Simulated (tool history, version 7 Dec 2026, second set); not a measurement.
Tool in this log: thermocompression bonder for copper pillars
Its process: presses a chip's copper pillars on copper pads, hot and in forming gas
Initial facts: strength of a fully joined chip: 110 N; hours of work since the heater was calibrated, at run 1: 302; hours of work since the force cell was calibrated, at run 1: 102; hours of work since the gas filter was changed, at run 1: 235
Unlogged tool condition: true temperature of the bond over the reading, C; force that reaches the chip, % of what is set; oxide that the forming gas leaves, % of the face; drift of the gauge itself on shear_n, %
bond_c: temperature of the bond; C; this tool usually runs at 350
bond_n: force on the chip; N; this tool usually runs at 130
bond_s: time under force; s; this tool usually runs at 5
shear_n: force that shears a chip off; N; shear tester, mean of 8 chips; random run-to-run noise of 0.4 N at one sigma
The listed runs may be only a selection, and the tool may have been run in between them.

| run | hour | bond_c | bond_n | bond_s | hours of work since the heater was calibrated | hours of work since the force cell was calibrated | hours of work since the gas filter was changed | shear_n |
|---|---|---|---|---|---|---|---|---|
| 1 | 0.0 | 350 | 130 | 5 | 302 | 102 | 235 | 40.0 |
| 2 | 33.8 | 350 | 130 | 5 | 321 | 121 | 254 | 40.4 |
| 3 | 71.4 | 321 | 130 | 5 | 342 | 143 | 275 | 31.6 |
| 4 | 97.4 | 321 | 130 | 5 | 357 | 157 | 290 | 31.3 |
| 5 | 126.1 | 321 | 130 | 5 | 373 | 173 | 306 | 31.7 |
|  | 144.1 | forming gas filter changed |
| 6 | 165.6 | 321 | 130 | 5 | 395 | 195 | 12 | 33.4 |
| 7 | 197.2 | 321 | 130 | 5 | 412 | 213 | 30 | 33.2 |
| 8 | 232.2 | 321 | 130 | 5 | 432 | 233 | 49 | 33.2 |
| 9 | 260.2 | 350 | 176 | 5 | 448 | 248 | 65 | 56.8 |
| 10 | 285.5 | 350 | 176 | 5 | 462 | 263 | 79 | 57.0 |
| 11 | 324.3 | 350 | 148 | 5 | 484 | 284 | 101 | 47.4 |
| 12 | 351.8 | 350 | 148 | 5 | 499 | 300 | 117 | 47.2 |
| 13 | 395.4 | 350 | 148 | 5 | 524 | 324 | 141 | 47.6 |
| 14 | 424.8 | 350 | 148 | 5 | 540 | 341 | 158 | 46.9 |
| 15 | 445.4 | 350 | 148 | 5 | 552 | 352 | 169 | 47.1 |
| 16 | 464.4 | 350 | 148 | 5 | 563 | 363 | 180 | 46.6 |
| 17 | 504.5 | 350 | 148 | 5 | 585 | 386 | 202 | 45.4 |
| 18 | 539.3 | 348 | 133 | 5 | 605 | 405 | 222 | 40.5 |
| 19 | 573.4 | 348 | 133 | 5 | 624 | 424 | 241 | 40.1 |
| 20 | 608.6 | 367 | 106 | 8 | 644 | 444 | 261 | 43.0 |
| 21 | 649.6 | 372 | 130 | 3 | 667 | 467 | 284 | 37.5 |
| 22 | 669.2 | 345 | 94 | 6 | 678 | 478 | 295 | 28.9 |
| 23 | 696.3 | 331 | 82 | 14 | 693 | 493 | 310 | 30.4 |
|  | 706.9 | forming gas filter changed |
| 24 | 729.1 | 331 | 82 | 4 | 711 | 511 | 12 | 17.8 |
| 25 | 763.0 | 354 | 130 | 10 | 730 | 530 | 32 | 55.0 |
| 26 | 805.8 | 354 | 130 | 10 | 754 | 554 | 56 | 55.0 |
| 27 | 836.5 | 354 | 130 | 10 | 771 | 572 | 73 | 54.8 |
| 28 | 868.4 | 354 | 130 | 10 | 789 | 590 | 91 | 54.0 |
| 29 | 896.9 | 354 | 130 | 4 | 805 | 606 | 107 | 38.9 |
| 30 | 929.0 | 354 | 130 | 4 | 823 | 624 | 125 | 38.0 |
| 31 | 949.9 | 354 | 102 | 5 | 835 | 635 | 136 | 31.7 |
| 32 | 988.1 | 354 | 102 | 5 | 856 | 657 | 158 | 32.2 |
| 33 | 1014.3 | 355 | 95 | 5 | 871 | 672 | 173 | 29.1 |
| 34 | 1035.7 | 373 | 164 | 5 | 883 | 684 | 185 | 59.0 |

Branching from run 34: 4 alternative next runs. What would each branch give?
| A | 1068.6 | 341 | 130 | 5 | 902 | 702 | 203 | ? |
| B | 1068.6 | 350 | 130 | 9 | 902 | 702 | 203 | ? |
| C | 1068.6 | 323 | 137 | 3 | 902 | 702 | 203 | ? |
| D | 1068.6 | 341 | 164 | 5 | 902 | 702 | 203 | ? |

| run | shear_n |
|---|---|
| A | 36.7 |
| B | 50.3 |
| C | 28.0 |
| D | 47.4 |
Had the tool no hidden state, the same runs would have come out as:
| run | shear_n |
|---|---|
| A | 38.3 |
| B | 52.4 |
| C | 29.1 |
| D | 49.4 |

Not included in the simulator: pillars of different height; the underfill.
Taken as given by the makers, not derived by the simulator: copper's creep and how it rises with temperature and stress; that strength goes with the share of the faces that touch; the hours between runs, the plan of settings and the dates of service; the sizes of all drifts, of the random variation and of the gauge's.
